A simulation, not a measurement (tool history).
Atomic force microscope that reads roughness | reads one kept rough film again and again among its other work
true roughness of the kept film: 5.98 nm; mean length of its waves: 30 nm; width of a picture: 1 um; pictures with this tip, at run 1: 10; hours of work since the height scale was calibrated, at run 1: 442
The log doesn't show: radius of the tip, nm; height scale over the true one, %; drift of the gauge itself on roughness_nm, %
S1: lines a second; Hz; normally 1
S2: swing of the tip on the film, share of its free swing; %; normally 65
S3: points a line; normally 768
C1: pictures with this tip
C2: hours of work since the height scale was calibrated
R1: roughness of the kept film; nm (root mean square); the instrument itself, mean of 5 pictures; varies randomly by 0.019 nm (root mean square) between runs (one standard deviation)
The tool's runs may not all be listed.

run 1 day=0 | S1=1 S2=65 S3=768 | C1=10 C2=442 | R1=4.541
run 2 day=1.412 | S1=1 S2=65 S3=371 | C1=43 C2=458 | R1=4.538
run 3 day=3.275 | S1=1 S2=65 S3=371 | C1=86 C2=478 | R1=4.465
run 4 day=5.408 | S1=1.08 S2=65 S3=371 | C1=136 C2=502 | R1=4.499
-- day=6.579 new tip fitted
run 5 day=7.933 | S1=1 S2=65 S3=768 | C1=32 C2=530 | R1=4.51
run 6 day=10.229 | S1=1 S2=67 S3=768 | C1=85 C2=555 | R1=4.502
run 7 day=11.704 | S1=1 S2=61 S3=768 | C1=120 C2=572 | R1=4.552
-- day=13.496 new tip fitted
run 8 day=13.667 | S1=1 S2=62 S3=768 | C1=4 C2=593 | R1=4.589
run 9 day=15.138 | S1=1 S2=62 S3=768 | C1=39 C2=610 | R1=4.53
run 10 day=16.588 | S1=1 S2=62 S3=768 | C1=72 C2=626 | R1=4.561
run 11 day=19 | S1=1.04 S2=83 S3=768 | C1=129 C2=653 | R1=4.194
-- day=20.296 new tip fitted
run 12 day=20.296 | S1=1.57 S2=61 S3=1016 | C1=0 C2=667 | R1=4.532
run 13 day=22.875 | S1=0.73 S2=64 S3=886 | C1=60 C2=696 | R1=4.571
run 14 day=25.171 | S1=0.57 S2=57 S3=772 | C1=113 C2=721 | R1=4.636
run 15 day=26.825 | S1=2.62 S2=79 S3=772 | C1=152 C2=740 | R1=3.794
-- day=27.188 new tip fitted
run 16 day=28.121 | S1=2.78 S2=79 S3=772 | C1=22 C2=754 | R1=3.757
run 17 day=29.654 | S1=1.17 S2=65 S3=768 | C1=57 C2=771 | R1=4.507
run 18 day=32.425 | S1=1.17 S2=65 S3=768 | C1=122 C2=802 | R1=4.485
-- day=34.092 new tip fitted
run 19 day=34.867 | S1=1.17 S2=65 S3=768 | C1=18 C2=829 | R1=4.493

Alternative continuations, all from the tool just after run 19; predict every row:
run A day=36.158 | S1=3.95 S2=65 S3=768 | C1=48 C2=843 | R1=?
run B day=36.158 | S1=1 S2=65 S3=918 | C1=48 C2=843 | R1=?
run C day=36.158 | S1=1.17 S2=65 S3=276 | C1=48 C2=843 | R1=?
run D day=36.158 | S1=1 S2=65 S3=392 | C1=48 C2=843 | R1=?
run E day=36.158 | S1=2.04 S2=65 S3=768 | C1=48 C2=843 | R1=?

run=A R1=4.06
run=B R1=4.574
run=C R1=4.468
run=D R1=4.52
run=E R1=4.392
Without the tool's hidden state the same runs would have given:
run=A R1=4.062
run=B R1=4.577
run=C R1=4.471
run=D R1=4.523
run=E R1=4.395
